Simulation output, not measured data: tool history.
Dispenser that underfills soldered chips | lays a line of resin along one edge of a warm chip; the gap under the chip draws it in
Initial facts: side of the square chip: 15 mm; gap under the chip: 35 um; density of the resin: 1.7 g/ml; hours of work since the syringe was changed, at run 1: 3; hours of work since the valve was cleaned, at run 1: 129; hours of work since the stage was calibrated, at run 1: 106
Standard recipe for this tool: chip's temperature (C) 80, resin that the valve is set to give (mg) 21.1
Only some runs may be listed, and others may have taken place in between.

| run | hour | chip's temperature (C) | resin that the valve is set to give (mg) | hours of work since the syringe was changed | hours of work since the valve was cleaned | hours of work since the stage was calibrated | time until the resin shows at the far edge (s) | resin that the valve gave (mg) |
|---|---|---|---|---|---|---|---|---|
| 1 | 0 | 80 | 21.1 | 3 | 129 | 106 | 218.8 | 20.14 |
| 2 | 3.2 | 94 | 21.1 | 5 | 131 | 108 | 166.4 | 20.27 |
|  | 5.5 | dispensing valve cleaned and set on the balance |
| 3 | 7.2 | 94 | 21.1 | 7 | 1 | 110 | 202.5 | 20.94 |
|  | 9.8 | new syringe of resin |
| 4 | 13.4 | 80 | 23.9 | 2 | 5 | 114 | 198.7 | 23.97 |
| 5 | 17 | 80 | 21.1 | 5 | 7 | 116 | 250.1 | 21.13 |
| 6 | 22.5 | 80 | 22.6 | 8 | 11 | 120 | 348.1 | 22.5 |
|  | 23.3 | new syringe of resin |
| 7 | 27.4 | 82 | 21.1 | 3 | 14 | 123 | 196.5 | 20.81 |
| 8 | 32.9 | 82 | 21.1 | 6 | 18 | 127 | 275.3 | 21.1 |
| 9 | 35.7 | 82 | 21.1 | 8 | 20 | 129 | 324.8 | 20.96 |
|  | 36.5 | new syringe of resin |
| 10 | 41.6 | 82 | 21.1 | 3 | 23 | 132 | 208.7 | 20.88 |
| 11 | 46.3 | 82 | 21.1 | 6 | 26 | 135 | 277.9 | 20.99 |
| 12 | 48.8 | 80 | 21.1 | 8 | 28 | 137 | 342.9 | 20.98 |
|  | 50 | new syringe of resin |
| 13 | 53.9 | 80 | 20.5 | 3 | 31 | 140 | 207.4 | 20.29 |
| 14 | 58.9 | 80 | 20.5 | 6 | 35 | 143 | 282.5 | 20.28 |
| 15 | 62.5 | 80 | 20.5 | 8 | 37 | 146 | 351.2 | 20.28 |
|  | 63.2 | new syringe of resin |
| 16 | 67.9 | 88 | 27.1 | 3 | 40 | 149 | 165 | 26.91 |
| 17 | 71.1 | 95 | 26.7 | 5 | 42 | 151 | 164.1 | 26.69 |
| 18 | 75.6 | 75 | 26.7 | 8 | 45 | 154 | 394.4 | 26.42 |
|  | 76.4 | new syringe of resin |
| 19 | 78.5 | 75 | 26.7 | 1 | 47 | 156 | 216.1 | 26.58 |
| 20 | 81.9 | 75 | 26.7 | 4 | 49 | 158 | 274.9 | 26.35 |
| 21 | 87.6 | 69 | 19 | 7 | 53 | 162 | 476.2 | 18.78 |
|  | 89.5 | new syringe of resin |
| 22 | 91.2 | 69 | 19 | 1 | 55 | 164 | 267.6 | 18.69 |
| 23 | 96.1 | 69 | 19 | 4 | 59 | 168 | 358.5 | 18.69 |
| 24 | 101.6 | 94 | 22.8 | 8 | 62 | 171 | 216.7 | 22.3 |
|  | 102.8 | new syringe of resin |
| 25 | 104.9 | 94 | 22.8 | 1 | 64 | 173 | 121.1 | 22.38 |
| 26 | 109.9 | 92 | 20.8 | 5 | 68 | 176 | 175.4 | 20.3 |
| 27 | 112.3 | 78 | 21.1 | 6 | 69 | 178 | 310.8 | 20.6 |
|  | 116 | new syringe of resin |
| 28 | 117.5 | 94 | 24.8 | 1 | 72 | 181 | 118 | 24.19 |
| 29 | 121.4 | 94 | 24.8 | 4 | 75 | 184 | 148.5 | 24.39 |

Here are 4 independent what-if runs from the current tool condition. What would each one return?
| A | 125.5 | 91 | 21.1 | 6 | 78 | 187 | ? | ? |
| B | 125.5 | 80 | 22.9 | 6 | 78 | 187 | ? | ? |
| C | 125.5 | 74 | 21.1 | 6 | 78 | 187 | ? | ? |
| D | 125.5 | 74 | 19.1 | 6 | 78 | 187 | ? | ? |

| run | time until the resin shows at the far edge (s) | resin that the valve gave (mg) |
|---|---|---|
| A | 207.7 | 20.68 |
| B | 291.9 | 22.41 |
| C | 360.2 | 20.54 |
| D | 368.4 | 18.54 |
With no hidden state in the tool, these same runs would have given:
| run | time until the resin shows at the far edge (s) | resin that the valve gave (mg) |
|---|---|---|
| A | 113.7 | 21.19 |
| B | 160.2 | 22.96 |
| C | 197.6 | 21.05 |
| D | 201.5 | 19 |
